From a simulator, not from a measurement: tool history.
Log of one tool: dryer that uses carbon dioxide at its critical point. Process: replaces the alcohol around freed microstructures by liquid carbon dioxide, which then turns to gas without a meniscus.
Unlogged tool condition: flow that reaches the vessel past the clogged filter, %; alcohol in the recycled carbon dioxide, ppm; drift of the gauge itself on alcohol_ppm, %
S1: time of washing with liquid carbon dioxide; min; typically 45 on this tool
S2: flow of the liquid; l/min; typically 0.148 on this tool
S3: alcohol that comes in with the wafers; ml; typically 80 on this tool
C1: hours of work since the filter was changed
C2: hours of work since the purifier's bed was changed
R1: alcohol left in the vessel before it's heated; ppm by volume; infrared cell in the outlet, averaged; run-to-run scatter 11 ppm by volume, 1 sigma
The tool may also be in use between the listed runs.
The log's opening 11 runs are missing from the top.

run    hour  S1     S2   S3   C1    C2    R1
 12   401.7  37  0.148   80  507   507  2086
 13   454.3  37  0.148   80  547   547  2189
      489.8  -- inlet filter changed
 14   504.3  37  0.148   76   11   585  1582
 15   555.9  45  0.148   97   50   624   973
 16   591.4  45  0.148   27   77   651   360
 17   632.6  45  0.148   80  109   682   840
 18   659.5  45  0.148   80  129   703   853
 19   686.0  45  0.148   80  149   723   848
 20   712.4  45  0.148   80  170   743   884
 21   766.4  45  0.148   80  211   784   923
 22   802.6  45  0.231   39  238   812   177
 23   824.9  45  0.231   39  255   829   187
 24   849.1  39  0.238   39  274   847   210
 25   886.8  39  0.238   39  302   876   218
 26   924.5  41  0.112  117  331   905  5331
 27   958.4  42  0.140   20  357   930   531
 28  1004.1  42  0.140   20  392   965   547
 29  1052.8  42  0.200  109  429  1002   528
 30  1097.8  45  0.200  110  463  1037   429
 31  1122.4  32  0.200  110  482  1055  1596
 32  1171.3  59  0.214   38  519  1093   208
 33  1195.0  44  0.194   92  537  1111   514
 34  1216.7  40  0.148   38  554  1127   929
     1243.4  -- inlet filter changed
 35  1255.2  40  0.148   38    9  1156   760

Predict each of these 3 candidate next runs independently; none follows another, all start after run 35:
  A  1286.2  36  0.155  27  33  1179   ?
  B  1286.2  45  0.148  89  33  1179   ?
  C  1286.2  51  0.158  38  33  1179   ?

run   R1
  A  711
  B  984
  C  331
With no hidden state in the tool, these same runs would have given:
run   R1
  A  480
  B  741
  C  111
